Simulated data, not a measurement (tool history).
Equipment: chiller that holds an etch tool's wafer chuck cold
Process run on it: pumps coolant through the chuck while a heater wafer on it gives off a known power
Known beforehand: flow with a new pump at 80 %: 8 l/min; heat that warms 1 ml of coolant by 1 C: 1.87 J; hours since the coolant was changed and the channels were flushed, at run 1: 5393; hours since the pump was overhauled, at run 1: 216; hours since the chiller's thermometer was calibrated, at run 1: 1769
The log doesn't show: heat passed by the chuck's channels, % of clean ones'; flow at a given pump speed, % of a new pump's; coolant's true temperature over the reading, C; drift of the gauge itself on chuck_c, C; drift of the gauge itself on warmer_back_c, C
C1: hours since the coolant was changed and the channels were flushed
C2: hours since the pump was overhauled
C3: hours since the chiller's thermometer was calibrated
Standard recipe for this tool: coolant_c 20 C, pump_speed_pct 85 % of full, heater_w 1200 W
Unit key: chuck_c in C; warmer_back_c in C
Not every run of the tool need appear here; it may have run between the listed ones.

run 1 hour=0.0 | coolant_c=20 pump_speed_pct=85 heater_w=1200 | C1=5393 C2=216 C3=1769 | chuck_c=30.6 warmer_back_c=4.58
run 2 hour=18.2 | coolant_c=20 pump_speed_pct=60 heater_w=1200 | C1=5411 C2=234 C3=1787 | chuck_c=34.3 warmer_back_c=6.41
run 3 hour=53.3 | coolant_c=20 pump_speed_pct=60 heater_w=1200 | C1=5446 C2=269 C3=1822 | chuck_c=34.4 warmer_back_c=6.39
run 4 hour=88.4 | coolant_c=20 pump_speed_pct=60 heater_w=1200 | C1=5481 C2=304 C3=1857 | chuck_c=34.4 warmer_back_c=6.52
run 5 hour=106.1 | coolant_c=20 pump_speed_pct=60 heater_w=1200 | C1=5499 C2=322 C3=1875 | chuck_c=34.4 warmer_back_c=6.46
run 6 hour=138.3 | coolant_c=18 pump_speed_pct=85 heater_w=1200 | C1=5531 C2=354 C3=1907 | chuck_c=28.5 warmer_back_c=4.55
run 7 hour=167.4 | coolant_c=18 pump_speed_pct=85 heater_w=1200 | C1=5560 C2=383 C3=1936 | chuck_c=28.7 warmer_back_c=4.55
run 8 hour=196.0 | coolant_c=18 pump_speed_pct=85 heater_w=1200 | C1=5589 C2=412 C3=1965 | chuck_c=28.7 warmer_back_c=4.59
run 9 hour=232.4 | coolant_c=20 pump_speed_pct=61 heater_w=1200 | C1=5625 C2=448 C3=2001 | chuck_c=34.3 warmer_back_c=6.34
run 10 hour=259.8 | coolant_c=20 pump_speed_pct=63 heater_w=1200 | C1=5653 C2=475 C3=2029 | chuck_c=33.9 warmer_back_c=6.22
run 11 hour=278.2 | coolant_c=14 pump_speed_pct=71 heater_w=1390 | C1=5671 C2=494 C3=2047 | chuck_c=28.7 warmer_back_c=6.37
run 12 hour=313.3 | coolant_c=14 pump_speed_pct=71 heater_w=1390 | C1=5706 C2=529 C3=2082 | chuck_c=28.5 warmer_back_c=6.31
run 13 hour=341.8 | coolant_c=20 pump_speed_pct=98 heater_w=1149 | C1=5734 C2=557 C3=2110 | chuck_c=29.0 warmer_back_c=3.82
run 14 hour=372.1 | coolant_c=19 pump_speed_pct=74 heater_w=753 | C1=5765 C2=588 C3=2141 | chuck_c=26.4 warmer_back_c=3.23
-- hour=378.6 coolant pump overhauled
run 15 hour=405.3 | coolant_c=29 pump_speed_pct=85 heater_w=1767 | C1=5793 C2=27 C3=2169 | chuck_c=44.8 warmer_back_c=6.76
run 16 hour=429.4 | coolant_c=19 pump_speed_pct=93 heater_w=1200 | C1=5817 C2=51 C3=2193 | chuck_c=28.8 warmer_back_c=4.15
run 17 hour=446.8 | coolant_c=12 pump_speed_pct=82 heater_w=942 | C1=5835 C2=68 C3=2211 | chuck_c=20.5 warmer_back_c=3.78
run 18 hour=473.5 | coolant_c=12 pump_speed_pct=82 heater_w=942 | C1=5861 C2=95 C3=2237 | chuck_c=20.7 warmer_back_c=3.73
run 19 hour=498.5 | coolant_c=12 pump_speed_pct=82 heater_w=942 | C1=5886 C2=120 C3=2262 | chuck_c=20.6 warmer_back_c=3.76

What if the next run were any one of these 3? Each begins from the tool's condition after run 19:
run A hour=529.4 | coolant_c=12 pump_speed_pct=82 heater_w=1761 | C1=5917 C2=151 C3=2293 | chuck_c=? warmer_back_c=?
run B hour=529.4 | coolant_c=21 pump_speed_pct=63 heater_w=1011 | C1=5917 C2=151 C3=2293 | chuck_c=? warmer_back_c=?
run C hour=529.4 | coolant_c=20 pump_speed_pct=92 heater_w=1154 | C1=5917 C2=151 C3=2293 | chuck_c=? warmer_back_c=?

run=A chuck_c=28.5 warmer_back_c=6.93
run=B chuck_c=32.8 warmer_back_c=5.24
run=C chuck_c=29.6 warmer_back_c=4.12
With the hidden condition removed and each run's random variation left untouched, the same runs would have given:
run=A chuck_c=26.9 warmer_back_c=6.84
run=B chuck_c=31.8 warmer_back_c=5.17
run=C chuck_c=28.8 warmer_back_c=4.07

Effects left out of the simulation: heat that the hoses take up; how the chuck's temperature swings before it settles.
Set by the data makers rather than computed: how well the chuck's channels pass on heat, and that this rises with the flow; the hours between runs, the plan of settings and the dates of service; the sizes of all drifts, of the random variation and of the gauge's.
